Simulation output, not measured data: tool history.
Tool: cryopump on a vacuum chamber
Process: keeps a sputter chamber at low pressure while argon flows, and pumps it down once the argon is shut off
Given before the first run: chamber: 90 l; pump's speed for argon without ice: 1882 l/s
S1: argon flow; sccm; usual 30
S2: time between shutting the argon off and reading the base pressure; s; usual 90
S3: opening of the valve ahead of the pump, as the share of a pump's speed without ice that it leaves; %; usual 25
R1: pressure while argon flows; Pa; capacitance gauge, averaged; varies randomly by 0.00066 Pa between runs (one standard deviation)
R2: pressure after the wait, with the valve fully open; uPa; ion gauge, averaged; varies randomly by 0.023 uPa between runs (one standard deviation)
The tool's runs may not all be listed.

run	hour	S1	S2	S3	R1	R2
1	0.0	30	90	25	0.1193	1.58
# hour 18.2: pump warmed up, emptied and cooled again
2	20.5	30	90	25	0.1083	1.27
3	51.4	18	90	25	0.0645	1.29
4	73.8	18	90	25	0.0658	1.34
5	91.0	18	90	25	0.0654	1.31
6	116.7	24	90	50	0.0439	1.34
7	131.3	24	90	50	0.0447	1.34
8	150.4	24	90	50	0.0453	1.32
9	166.4	24	90	50	0.0434	1.37
10	191.4	30	181	53	0.0531	1.06

Branching from run 10: 4 alternative next runs. What would each branch give?
A	211.8	41	90	38	?	?
B	211.8	19	62	53	?	?
C	211.8	30	90	28	?	?
D	211.8	27	181	53	?	?

run	R1	R2
A	0.0997	1.33
B	0.0346	1.66
C	0.0981	1.37
D	0.0468	1.01
Without the tool's hidden state the same runs would have given:
run	R1	R2
A	0.0971	0.77
B	0.0334	1.10
C	0.0961	0.80
D	0.0451	0.46

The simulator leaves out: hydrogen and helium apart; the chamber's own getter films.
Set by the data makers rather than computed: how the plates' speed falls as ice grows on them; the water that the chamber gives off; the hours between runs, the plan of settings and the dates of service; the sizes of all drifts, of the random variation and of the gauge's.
